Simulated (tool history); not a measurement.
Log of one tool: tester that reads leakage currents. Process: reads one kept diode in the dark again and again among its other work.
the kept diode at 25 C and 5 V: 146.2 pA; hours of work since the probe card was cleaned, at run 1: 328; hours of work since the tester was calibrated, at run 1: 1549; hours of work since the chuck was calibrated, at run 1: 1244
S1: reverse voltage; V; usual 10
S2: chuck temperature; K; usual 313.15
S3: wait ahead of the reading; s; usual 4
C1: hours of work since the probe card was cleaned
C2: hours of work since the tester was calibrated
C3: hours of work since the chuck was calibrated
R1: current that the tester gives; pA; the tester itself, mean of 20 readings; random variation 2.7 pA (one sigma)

run,hour,S1,S2,S3,C1,C2,C3,R1
1,0,10,313.15,4,328,1549,1244,840.56
2,67.6,10,299.15,4,358,1579,1274,230.2
3,144.2,10,299.15,9.74,392,1613,1308,229.98
4,264.7,10,299.15,9.74,446,1667,1361,229.46
5,320.9,10,299.15,9.74,471,1691,1386,228.52
6,390.9,8.4,299.15,9.74,502,1722,1417,205.46
7,444,10,313.15,0.32,525,1746,1441,837.4
8,541.9,10,313.15,2.99,569,1789,1484,829.85
9,661.8,10,313.15,2.99,622,1843,1537,829.43
10,730.9,10,313.15,2.99,653,1873,1568,825.71
11,824,1.1,313.15,4,694,1915,1609,221.53
12,917.8,1.1,313.15,4,735,1956,1651,221.06
13,1016.2,1.1,313.15,4,779,2000,1695,220.11
14,1110.6,10,313.15,4,821,2042,1736,821.44
# hour 1175.1: tester calibrated
15,1221.8,10,313.15,4,869,21,1785,824.99
16,1310.8,10,313.15,4,909,60,1824,820.43
17,1439.1,10,313.15,4,966,117,1881,816.16
18,1497.3,10,313.15,4,992,143,1907,814.74
19,1555.7,10,313.15,4,1017,169,1933,819.74
20,1667.3,10,313.15,4,1067,218,1982,815.17
21,1786.1,10,313.15,0.31,1120,271,2035,814
22,1856.3,10,313.15,0.31,1151,302,2066,812.51
23,1972.3,1.5,313.15,0.89,1202,354,2118,261.23
24,2029.5,8.6,296.15,9.76,1228,379,2143,151.95
25,2084,8.6,318.15,2.8,1252,403,2167,1138.76
26,2188.4,2.3,318.15,2.8,1298,449,2213,521.86
27,2306.4,11.6,329.15,0.43,1350,502,2266,3378.84
28,2409.1,11.6,329.15,0.43,1396,547,2311,3389.39
29,2460.8,12.5,305.15,3.51,1419,570,2334,446.31
30,2528.3,1.5,324.15,1.16,1449,600,2364,664.96
# hour 2577.4: chuck's temperature calibrated
31,2583.9,1.5,311.15,1.16,1472,624,3,240.97
32,2645.1,10,313.15,1.75,1500,651,30,890.28
33,2763.2,10,310.15,3.16,1552,703,82,678.44
34,2891.6,10,310.15,0.36,1609,760,139,679.42
35,2951.5,11.5,310.15,4.54,1636,787,166,733.43
36,3038.1,11.5,330.15,0.33,1674,825,204,3986.76
37,3116.4,10,295.15,0.49,1709,860,239,168.44
38,3241.3,10,295.15,0.49,1764,915,294,169.9
39,3344.3,10,295.15,0.49,1810,961,340,168.72

Forecast each of these 4 alternatives for the next run:
A,3403.9,1.2,309.15,4.35,1836,987,366,?
B,3403.9,1,294.15,0.49,1836,987,366,?
C,3403.9,2.3,299.15,0.64,1836,987,366,?
D,3403.9,10,329.15,4,1836,987,366,?

run,R1
A,172.37
B,37.63
C,100.55
D,3351.91
Without the tool's hidden state the same runs would have given:
run,R1
A,176.2
B,38.06
C,101.87
D,3425.61
